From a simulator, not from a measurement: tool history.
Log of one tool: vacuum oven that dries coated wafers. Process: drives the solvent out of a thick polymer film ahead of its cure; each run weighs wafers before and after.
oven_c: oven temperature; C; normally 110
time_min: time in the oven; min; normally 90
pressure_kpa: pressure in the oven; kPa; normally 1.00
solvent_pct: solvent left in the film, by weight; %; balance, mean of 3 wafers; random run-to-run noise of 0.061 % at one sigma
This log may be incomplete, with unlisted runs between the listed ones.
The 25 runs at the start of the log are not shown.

run,hour,oven_c,time_min,pressure_kpa,solvent_pct
26,251.1,97,76,0.87,7.76
27,259.2,117,76,3.35,3.59
28,273.5,110,60,1.06,5.60
29,288.9,110,124,1.00,2.47
30,300.9,120,106,1.00,1.23
31,314.2,120,106,1.00,1.22
32,330.2,99,50,2.31,9.42
33,337.2,99,50,2.31,9.52
34,350.1,99,50,2.31,9.34
35,361.9,99,138,3.65,6.48
36,372.0,99,138,3.65,6.56
37,382.1,98,113,3.65,7.68

Run 38 has not been measured yet. What should we expect?
38,392.6,119,60,1.41,?

solvent_pct: 3.24 %
Had the tool carried no hidden state, the very same run would have given solvent_pct 3.05 %.
